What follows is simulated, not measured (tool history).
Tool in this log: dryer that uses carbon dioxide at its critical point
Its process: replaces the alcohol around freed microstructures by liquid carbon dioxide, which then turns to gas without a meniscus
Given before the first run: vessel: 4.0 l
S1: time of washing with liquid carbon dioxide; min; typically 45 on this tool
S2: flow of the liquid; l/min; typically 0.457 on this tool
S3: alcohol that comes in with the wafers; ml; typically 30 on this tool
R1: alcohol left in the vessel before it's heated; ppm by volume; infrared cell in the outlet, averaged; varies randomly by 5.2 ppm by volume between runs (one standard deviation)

Run 1, hour 0.0: usual settings. Result: R1 159 ppm by volume.
Run 2, hour 8.2: usual settings. Result: R1 176 ppm by volume.
Run 3, hour 18.6: usual settings. Result: R1 169 ppm by volume.
Run 4, hour 32.5: usual settings but S3 98 ml. Result: R1 488 ppm by volume.
Run 5, hour 46.1: usual settings. Result: R1 192 ppm by volume.
Run 6, hour 56.0: usual settings. Result: R1 178 ppm by volume.
Run 7, hour 69.9: usual settings. Result: R1 179 ppm by volume.
Run 8, hour 78.8: usual settings. Result: R1 186 ppm by volume.
Run 9, hour 85.7: usual settings but S2 0.773 l/min, S3 50 ml. Result: R1 71 ppm by volume.
Run 10, hour 101.2: usual settings but S1 64 min, S3 48 ml. Result: R1 100 ppm by volume.
Run 11, hour 115.2: usual settings but S1 35 min, S2 0.420 l/min, S3 48 ml. Result: R1 752 ppm by volume.
Run 12, hour 124.4: usual settings but S1 35 min, S2 0.420 l/min, S3 48 ml. Result: R1 765 ppm by volume.
Run 13, hour 137.2: usual settings but S1 29 min, S2 0.485 l/min, S3 76 ml. Result: R1 1363 ppm by volume.
Run 14, hour 148.2: usual settings but S1 29 min, S2 0.485 l/min, S3 76 ml. Result: R1 1357 ppm by volume.

Here are 4 independent what-if runs from the current tool condition. What would each one return?
Run A, hour 162.4: usual settings but S1 47 min, S2 0.311 l/min, S3 115 ml. Result: R1 ?.
Run B, hour 162.4: usual settings but S1 35 min, S2 0.318 l/min, S3 84 ml. Result: R1 ?.
Run C, hour 162.4: usual settings but S1 42 min, S2 0.701 l/min, S3 64 ml. Result: R1 ?.
Run D, hour 162.4: usual settings but S1 42 min, S2 0.347 l/min, S3 108 ml. Result: R1 ?.

run    R1
  A  1857
  B  2614
  C   110
  D  1761
Without the tool's unlogged condition, the same runs would have read:
run    R1
  A  1190
  B  1862
  C    28
  D  1129

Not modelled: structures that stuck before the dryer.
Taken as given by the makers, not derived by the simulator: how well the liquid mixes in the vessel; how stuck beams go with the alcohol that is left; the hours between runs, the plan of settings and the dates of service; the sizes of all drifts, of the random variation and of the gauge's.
